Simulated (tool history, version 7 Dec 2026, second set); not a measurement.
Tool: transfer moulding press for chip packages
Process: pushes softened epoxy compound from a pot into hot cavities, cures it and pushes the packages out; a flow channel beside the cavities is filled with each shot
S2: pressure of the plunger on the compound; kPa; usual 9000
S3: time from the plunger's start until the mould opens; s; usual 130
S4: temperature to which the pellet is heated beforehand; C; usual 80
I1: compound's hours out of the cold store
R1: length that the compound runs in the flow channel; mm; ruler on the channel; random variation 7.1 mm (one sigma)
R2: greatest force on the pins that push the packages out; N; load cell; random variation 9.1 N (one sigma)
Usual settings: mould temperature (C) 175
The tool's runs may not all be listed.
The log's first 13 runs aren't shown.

run 14 day=5.017 | mould_temperature_(C)=175 S2=9000 S3=130 S4=79 | I1=23.7 | R1=838 R2=664
run 15 day=5.283 | mould_temperature_(C)=171 S2=9000 S3=130 S4=80 | I1=12.4 | R1=919 R2=859
-- day=5.396 cavities cleaned with cleaning compound and waxed
run 16 day=5.825 | mould_temperature_(C)=173 S2=9070 S3=130 S4=73 | I1=39.5 | R1=772 R2=473
run 17 day=6.262 | mould_temperature_(C)=170 S2=7010 S3=163 S4=89 | I1=12.9 | R1=813 R2=484
run 18 day=6.662 | mould_temperature_(C)=170 S2=7010 S3=163 S4=89 | I1=34.3 | R1=702 R2=510
run 19 day=7.108 | mould_temperature_(C)=170 S2=7010 S3=163 S4=89 | I1=42.2 | R1=666 R2=547
run 20 day=7.542 | mould_temperature_(C)=168 S2=9000 S3=130 S4=79 | I1=27.8 | R1=824 R2=906
run 21 day=7.962 | mould_temperature_(C)=168 S2=9000 S3=130 S4=79 | I1=30.2 | R1=828 R2=901
run 22 day=8.188 | mould_temperature_(C)=168 S2=9000 S3=130 S4=79 | I1=18.6 | R1=895 R2=985
run 23 day=8.612 | mould_temperature_(C)=173 S2=10610 S3=130 S4=80 | I1=40.2 | R1=815 R2=715
-- day=8.754 cavities cleaned with cleaning compound and waxed
run 24 day=8.917 | mould_temperature_(C)=180 S2=9000 S3=130 S4=78 | I1=11.1 | R1=896 R2=372
run 25 day=9.388 | mould_temperature_(C)=179 S2=9000 S3=130 S4=85 | I1=35.2 | R1=755 R2=443
run 26 day=9.900 | mould_temperature_(C)=179 S2=9000 S3=130 S4=85 | I1=37.8 | R1=757 R2=455
run 27 day=10.383 | mould_temperature_(C)=175 S2=9000 S3=130 S4=77 | I1=10.2 | R1=913 R2=581
run 28 day=10.762 | mould_temperature_(C)=177 S2=9000 S3=167 S4=77 | I1=41.0 | R1=736 R2=502
run 29 day=11.275 | mould_temperature_(C)=177 S2=10810 S3=167 S4=79 | I1=46.5 | R1=778 R2=538
run 30 day=11.704 | mould_temperature_(C)=177 S2=10810 S3=167 S4=79 | I1=11.6 | R1=972 R2=553

3 ways to go on from here, each from the tool as it stands after run 30. What would each give?
run A day=11.938 | mould_temperature_(C)=175 S2=9000 S3=168 S4=72 | I1=38.7 | R1=? R2=?
run B day=11.938 | mould_temperature_(C)=175 S2=7810 S3=158 S4=80 | I1=46.7 | R1=? R2=?
run C day=11.938 | mould_temperature_(C)=170 S2=10810 S3=157 S4=86 | I1=30.2 | R1=? R2=?

run=A R1=745 R2=603
run=B R1=667 R2=614
run=C R1=889 R2=654
Without the tool's hidden state the same runs would have given:
run=A R1=785 R2=358
run=B R1=703 R2=369
run=C R1=937 R2=402
